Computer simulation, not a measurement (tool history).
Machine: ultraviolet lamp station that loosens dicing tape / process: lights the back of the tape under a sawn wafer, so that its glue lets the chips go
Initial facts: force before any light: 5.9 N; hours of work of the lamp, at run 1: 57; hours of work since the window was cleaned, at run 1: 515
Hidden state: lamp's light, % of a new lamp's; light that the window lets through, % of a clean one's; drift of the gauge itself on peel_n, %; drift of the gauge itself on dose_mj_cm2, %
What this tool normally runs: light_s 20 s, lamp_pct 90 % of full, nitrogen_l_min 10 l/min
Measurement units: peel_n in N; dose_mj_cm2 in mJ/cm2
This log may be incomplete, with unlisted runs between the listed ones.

run	day	light_s	lamp_pct	nitrogen_l_min	hours of work of the lamp	hours of work since the window was cleaned	peel_n	dose_mj_cm2
1	0	20	90	10	57	515	0.158	300
# day 0.229: window cleaned of glue's vapour
2	0.242	20	90	10	59	0	0.154	302
3	0.517	20	90	10	62	3	0.153	301
4	0.8	20	90	10	65	6	0.156	300
5	1.054	20	77	10	68	8	0.216	254
6	1.25	20	77	10	70	10	0.214	259
7	1.688	20	77	10	74	15	0.228	259
8	1.992	20	77	10	77	18	0.237	258
9	2.229	28	90	5	79	20	0.145	420
10	2.5	20	65	10	82	23	0.326	218
11	2.729	20	64	6	85	25	0.592	211
12	3.038	20	71	19	88	28	0.154	238
13	3.262	20	71	19	90	31	0.164	237
14	3.542	35	71	3	93	34	0.252	413
15	3.9	35	80	3	96	37	0.178	460
16	4.354	10	80	3	101	42	1.823	132

What if the next run were any one of these 4? Each begins from the tool's condition after run 16:
A	4.642	10	81	16	104	45	?	?
B	4.642	20	75	10	104	45	?	?
C	4.642	13	75	10	104	45	?	?
D	4.642	22	80	7	104	45	?	?

run	peel_n	dose_mj_cm2
A	0.653	135
B	0.231	253
C	0.666	166
D	0.224	293
With the hidden condition removed and each run's random variation left untouched, the same runs would have given:
run	peel_n	dose_mj_cm2
A	0.652	135
B	0.23	253
C	0.665	166
D	0.224	293

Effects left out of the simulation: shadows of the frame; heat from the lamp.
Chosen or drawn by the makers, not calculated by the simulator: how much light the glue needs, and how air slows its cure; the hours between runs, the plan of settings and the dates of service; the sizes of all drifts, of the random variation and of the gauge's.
